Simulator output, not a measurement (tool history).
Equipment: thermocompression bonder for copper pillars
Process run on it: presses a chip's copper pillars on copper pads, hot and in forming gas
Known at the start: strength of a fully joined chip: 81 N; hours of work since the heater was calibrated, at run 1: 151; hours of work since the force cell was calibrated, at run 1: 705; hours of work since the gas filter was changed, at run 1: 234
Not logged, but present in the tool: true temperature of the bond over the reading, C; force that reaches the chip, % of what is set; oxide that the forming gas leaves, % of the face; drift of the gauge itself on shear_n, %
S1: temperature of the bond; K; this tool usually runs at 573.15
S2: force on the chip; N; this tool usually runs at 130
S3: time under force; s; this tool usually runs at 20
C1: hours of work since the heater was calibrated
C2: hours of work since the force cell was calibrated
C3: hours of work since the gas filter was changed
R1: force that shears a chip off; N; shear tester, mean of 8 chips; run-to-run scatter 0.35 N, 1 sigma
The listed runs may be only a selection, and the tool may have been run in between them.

run   hour      S1   S2  S3   C1    C2   C3    R1
  1      0  573.15  130  20  151   705  234  53.7
  2   28.6  573.15  130  20  171   725  254  53.2
  3   51.4  573.15  130  20  187   741  270  53.1
  4   79.4  573.15  130  20  207   760  290  53.8
      94.2  -- forming gas filter changed
  5   96.9  573.15  130  20  219   772    2    56
  6  124.1  573.15  130  20  238   791   21  56.4
  7  148.3  573.15  130  20  255   808   38  56.9
  8  162.5  573.15  130  20  265   818   48  55.7
  9  190.9  573.15  130  20  285   838   68  56.1
 10  207.1  573.15  130  49  296   850   79  67.8
 11  231.7  573.15  130  20  313   867   97  55.9
 12    249  573.15  146  20  325   879  109  58.5
 13  274.9  572.15   94  44  344   897  127  58.4
 14    292  555.15   93  60  356   909  139  54.9
 15  303.9  555.15   93  60  364   918  147  55.2
 16  326.7  603.15   82  60  380   934  163  68.9
 17  342.5  573.15  134  20  391   945  174  56.6
 18  371.1  573.15  134  20  411   965  194  57.2
 19  398.9  573.15  134  20  431   984  214  56.7
 20  411.8  573.15  134  20  440   993  223  56.4
 21  429.4  598.15  128  31  452  1006  235  68.2

Subtracting, for every run, the result it would have given without the tool's unlogged condition from the measured result gives the following. The same run-to-run variation enters both numbers; the gauge's scatter may not:
run    R1
  1  +0.5
  2  +0.4
  3  +0.4
  4  +0.4
  5  +2.7
  6  +2.7
  7  +2.6
  8  +2.6
  9  +2.6
 10  +1.9
 11  +2.5
 12  +2.4
 13  +2.5
 14  +2.6
 15  +2.6
 16  +1.2
 17  +2.4
 18  +2.3
 19  +2.3
 20  +2.2
 21  +0.7
